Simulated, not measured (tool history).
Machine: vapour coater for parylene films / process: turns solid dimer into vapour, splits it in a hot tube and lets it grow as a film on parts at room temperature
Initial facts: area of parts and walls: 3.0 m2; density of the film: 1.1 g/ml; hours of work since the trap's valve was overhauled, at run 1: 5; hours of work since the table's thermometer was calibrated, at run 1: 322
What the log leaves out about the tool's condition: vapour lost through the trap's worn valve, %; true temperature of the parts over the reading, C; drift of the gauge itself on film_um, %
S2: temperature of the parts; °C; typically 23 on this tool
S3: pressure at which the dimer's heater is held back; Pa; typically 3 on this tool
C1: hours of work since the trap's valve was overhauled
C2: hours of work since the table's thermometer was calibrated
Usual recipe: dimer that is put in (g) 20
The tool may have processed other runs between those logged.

{"run": 1, "day": 0.0, "dimer that is put in (g)": 20, "S2": 23, "S3": 3, "C1": 5, "C2": 322, "thickness of the film (nm)": 4860}
{"run": 2, "day": 0.617, "dimer that is put in (g)": 20, "S2": 23, "S3": 8.42, "C1": 14, "C2": 330, "thickness of the film (nm)": 4540}
{"run": 3, "day": 1.208, "dimer that is put in (g)": 20, "S2": 23, "S3": 8.42, "C1": 23, "C2": 339, "thickness of the film (nm)": 4560}
{"run": 4, "day": 1.55, "dimer that is put in (g)": 20, "S2": 23, "S3": 8.42, "C1": 28, "C2": 344, "thickness of the film (nm)": 4550}
{"run": 5, "day": 1.896, "dimer that is put in (g)": 20, "S2": 23, "S3": 4, "C1": 33, "C2": 349, "thickness of the film (nm)": 4610}
{"run": 6, "day": 2.229, "dimer that is put in (g)": 20, "S2": 33, "S3": 3, "C1": 37, "C2": 354, "thickness of the film (nm)": 3060}
{"run": 7, "day": 2.654, "dimer that is put in (g)": 20, "S2": 33, "S3": 3, "C1": 44, "C2": 360, "thickness of the film (nm)": 3140}
{"run": 8, "day": 3.188, "dimer that is put in (g)": 20, "S2": 33, "S3": 3, "C1": 51, "C2": 368, "thickness of the film (nm)": 3070}
{"run": 9, "day": 3.75, "dimer that is put in (g)": 20, "S2": 33, "S3": 3, "C1": 60, "C2": 376, "thickness of the film (nm)": 3100}
{"run": 10, "day": 4.288, "dimer that is put in (g)": 20, "S2": 33, "S3": 3, "C1": 67, "C2": 384, "thickness of the film (nm)": 3040}
{"run": 11, "day": 4.712, "dimer that is put in (g)": 20, "S2": 33, "S3": 3, "C1": 74, "C2": 390, "thickness of the film (nm)": 3020}
{"run": 12, "day": 5.138, "dimer that is put in (g)": 19, "S2": 24, "S3": 3, "C1": 80, "C2": 396, "thickness of the film (nm)": 4240}
{"run": 13, "day": 5.733, "dimer that is put in (g)": 20, "S2": 33, "S3": 3, "C1": 89, "C2": 405, "thickness of the film (nm)": 3010}
{"run": 14, "day": 6.112, "dimer that is put in (g)": 18, "S2": 23, "S3": 4.67, "C1": 94, "C2": 411, "thickness of the film (nm)": 4090}
{"run": 15, "day": 6.679, "dimer that is put in (g)": 21, "S2": 29, "S3": 6.68, "C1": 102, "C2": 419, "thickness of the film (nm)": 3600}
{"run": 16, "day": 7.096, "dimer that is put in (g)": 8, "S2": 17, "S3": 6.68, "C1": 108, "C2": 425, "thickness of the film (nm)": 2250}

Consider 4 possible next runs. They are alternatives, not a sequence: every one starts from the tool as it was left by run 16. What does each give?
{"run": "A", "day": 7.904, "dimer that is put in (g)": 26, "S2": 23, "S3": 2.46, "C1": 120, "C2": 437, "thickness of the film (nm)": "?"}
{"run": "B", "day": 7.904, "dimer that is put in (g)": 20, "S2": 23, "S3": 3.18, "C1": 120, "C2": 437, "thickness of the film (nm)": "?"}
{"run": "C", "day": 7.904, "dimer that is put in (g)": 13, "S2": 17, "S3": 2.1, "C1": 120, "C2": 437, "thickness of the film (nm)": "?"}
{"run": "D", "day": 7.904, "dimer that is put in (g)": 21, "S2": 23, "S3": 4.55, "C1": 120, "C2": 437, "thickness of the film (nm)": "?"}

run=A thickness_of_the_film_(nm)=6170
run=B thickness_of_the_film_(nm)=4530
run=C thickness_of_the_film_(nm)=3610
run=D thickness_of_the_film_(nm)=4770
What these runs would have given with no unlogged condition in the tool:
run=A thickness_of_the_film_(nm)=6530
run=B thickness_of_the_film_(nm)=4800
run=C thickness_of_the_film_(nm)=3870
run=D thickness_of_the_film_(nm)=5050
